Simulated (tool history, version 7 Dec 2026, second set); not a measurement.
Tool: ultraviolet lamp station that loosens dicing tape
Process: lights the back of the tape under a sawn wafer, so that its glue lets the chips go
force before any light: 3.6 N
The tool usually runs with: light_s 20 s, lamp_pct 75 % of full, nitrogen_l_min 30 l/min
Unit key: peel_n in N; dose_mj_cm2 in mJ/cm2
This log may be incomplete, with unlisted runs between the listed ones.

run 1 day=0 | light_s=20 lamp_pct=75 nitrogen_l_min=30 | peel_n=0.405 dose_mj_cm2=198
run 2 day=0.688 | light_s=20 lamp_pct=75 nitrogen_l_min=30 | peel_n=0.409 dose_mj_cm2=202
run 3 day=1.088 | light_s=20 lamp_pct=75 nitrogen_l_min=30 | peel_n=0.417 dose_mj_cm2=200
run 4 day=1.767 | light_s=20 lamp_pct=79 nitrogen_l_min=30 | peel_n=0.37 dose_mj_cm2=207
run 5 day=2.196 | light_s=20 lamp_pct=79 nitrogen_l_min=30 | peel_n=0.384 dose_mj_cm2=208
run 6 day=2.833 | light_s=20 lamp_pct=79 nitrogen_l_min=30 | peel_n=0.376 dose_mj_cm2=210
run 7 day=3.629 | light_s=20 lamp_pct=79 nitrogen_l_min=30 | peel_n=0.371 dose_mj_cm2=207
run 8 day=4.167 | light_s=20 lamp_pct=79 nitrogen_l_min=30 | peel_n=0.392 dose_mj_cm2=207
run 9 day=4.671 | light_s=20 lamp_pct=79 nitrogen_l_min=30 | peel_n=0.387 dose_mj_cm2=204
run 10 day=5.15 | light_s=32 lamp_pct=75 nitrogen_l_min=30 | peel_n=0.222 dose_mj_cm2=315
run 11 day=5.704 | light_s=20 lamp_pct=75 nitrogen_l_min=32 | peel_n=0.404 dose_mj_cm2=193
run 12 day=6.029 | light_s=20 lamp_pct=75 nitrogen_l_min=32 | peel_n=0.409 dose_mj_cm2=192
run 13 day=6.638 | light_s=20 lamp_pct=85 nitrogen_l_min=10 | peel_n=0.756 dose_mj_cm2=220
run 14 day=7.333 | light_s=29 lamp_pct=73 nitrogen_l_min=30 | peel_n=0.265 dose_mj_cm2=270
-- day=7.4 window cleaned of glue's vapour
run 15 day=7.917 | light_s=29 lamp_pct=73 nitrogen_l_min=30 | peel_n=0.268 dose_mj_cm2=265

Run 16 has not been measured yet. What should we expect?
run 16 day=8.692 | light_s=21 lamp_pct=78 nitrogen_l_min=42 | peel_n=? dose_mj_cm2=?

{"run 16": {"peel_n": 0.31, "dose_mj_cm2": 202}}
On a tool with no hidden condition, and with the same random variation, this run would have come out at peel_n 0.267 N, dose_mj_cm2 225 mJ/cm2.
